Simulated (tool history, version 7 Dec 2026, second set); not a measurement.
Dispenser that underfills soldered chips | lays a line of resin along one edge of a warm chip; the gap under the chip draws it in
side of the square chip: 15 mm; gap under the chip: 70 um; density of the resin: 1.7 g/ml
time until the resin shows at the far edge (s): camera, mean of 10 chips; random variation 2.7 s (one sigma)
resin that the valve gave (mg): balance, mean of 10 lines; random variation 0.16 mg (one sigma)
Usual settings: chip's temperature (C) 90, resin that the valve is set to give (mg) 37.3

| run | hour | chip's temperature (C) | resin that the valve is set to give (mg) | time until the resin shows at the far edge (s) | resin that the valve gave (mg) |
|---|---|---|---|---|---|
| 1 | 0 | 90 | 37.3 | 293.3 | 34.35 |
| 2 | 3.2 | 90 | 37.3 | 339.9 | 33.97 |
|  | 7.3 | dispensing valve cleaned and set on the balance |
| 3 | 10.6 | 91 | 37.3 | 424 | 37.17 |
|  | 12 | new syringe of resin |
| 4 | 16.5 | 90 | 33.2 | 317.7 | 33.05 |
| 5 | 22.6 | 90 | 33.2 | 417.8 | 32.76 |
|  | 25.1 | new syringe of resin |
| 6 | 27.6 | 90 | 33.2 | 294.3 | 32.61 |
| 7 | 32.9 | 77 | 33.2 | 575 | 32.39 |
| 8 | 36.8 | 77 | 33.2 | 699.5 | 32.42 |
|  | 37.9 | new syringe of resin |
| 9 | 43.2 | 77 | 33.2 | 523.8 | 32.36 |
| 10 | 47.2 | 95 | 37.3 | 324.8 | 36.38 |
|  | 50.8 | new syringe of resin |
| 11 | 51.1 | 95 | 37.3 | 215.9 | 36.45 |
| 12 | 54.7 | 95 | 37.3 | 256.4 | 36.06 |
| 13 | 60.7 | 95 | 37.3 | 338.1 | 35.8 |
|  | 64 | new syringe of resin |
| 14 | 64.4 | 95 | 37.3 | 215.5 | 35.75 |
| 15 | 67.6 | 95 | 37.3 | 247.2 | 36.08 |
| 16 | 73.1 | 95 | 37.3 | 324.2 | 35.63 |
|  | 77.1 | new syringe of resin |
| 17 | 80 | 95 | 42.5 | 236.5 | 40.72 |
| 18 | 83.4 | 90 | 37.4 | 336.3 | 35.72 |
| 19 | 88.1 | 90 | 37.4 | 424.1 | 35.57 |
|  | 90.5 | new syringe of resin |
| 20 | 93.6 | 91 | 39 | 284.5 | 36.83 |
| 21 | 99.4 | 101 | 39 | 269.2 | 36.61 |
| 22 | 103 | 79 | 42.9 | 633.9 | 40.39 |
|  | 103.7 | new syringe of resin |
| 23 | 108.1 | 79 | 42.9 | 440.2 | 40.05 |
| 24 | 113.4 | 90 | 31.8 | 419.2 | 29.71 |
|  | 116.7 | new syringe of resin |
| 25 | 117.8 | 80 | 48.3 | 357.5 | 45.17 |
| 26 | 123.2 | 80 | 48.3 | 455.4 | 45.47 |
|  | 129.6 | new syringe of resin |
| 27 | 129.6 | 95 | 36.2 | 212.8 | 33.85 |
| 28 | 135.1 | 95 | 36.2 | 281.1 | 33.46 |
| 29 | 141.6 | 78 | 42.5 | 654.1 | 39.22 |
|  | 142.8 | new syringe of resin |
| 30 | 147.2 | 89 | 32.9 | 342.6 | 30.1 |
| 31 | 153.7 | 80 | 36.5 | 590.6 | 33.19 |
|  | 155.7 | new syringe of resin |
|  | 158.3 | dispensing valve cleaned and set on the balance |
| 32 | 158.9 | 78 | 31.8 | 432.6 | 31.89 |
| 33 | 164 | 88 | 35.1 | 373.4 | 34.77 |
| 34 | 167.8 | 88 | 35.1 | 436.5 | 34.62 |
|  | 169.9 | new syringe of resin |
| 35 | 174.1 | 88 | 35.1 | 329.6 | 34.67 |

Hidden state or all else? Some run-to-run changes of time until the resin shows at the far edge (s), split into what the settings, what came in and random variation would give without the hidden state, and what is left for the hidden state (with any gauge scatter that isn't in both results):
The hidden state here: resin's viscosity, % of fresh resin's; dose that the valve gives, % of what is set; true chip temperature over the reading, C; drift of the gauge itself on fill_s, %; drift of the gauge itself on given_mg, %.
Run 21 -> 22: chip's temperature (C) 101 -> 79, resin that the valve is set to give (mg) 39 -> 42.9. time until the resin shows at the far edge (s) +364.7: hidden state +172.9, all else +191.8.
Run 22 -> 23: new syringe of resin. time until the resin shows at the far edge (s) -193.7: hidden state -200.8, all else +7.1.
Run 28 -> 29: chip's temperature (C) 95 -> 78, resin that the valve is set to give (mg) 36.2 -> 42.5. time until the resin shows at the far edge (s) +373: hidden state +198, all else +175.
Run 29 -> 30: chip's temperature (C) 78 -> 89, resin that the valve is set to give (mg) 42.5 -> 32.9, new syringe of resin. time until the resin shows at the far edge (s) -311.5: hidden state -197.7, all else -113.8.
Run 31 -> 32: chip's temperature (C) 80 -> 78, resin that the valve is set to give (mg) 36.5 -> 31.8, new syringe of resin, dispensing valve cleaned and set on the balance. time until the resin shows at the far edge (s) -158: hidden state -208.9, all else +50.9.
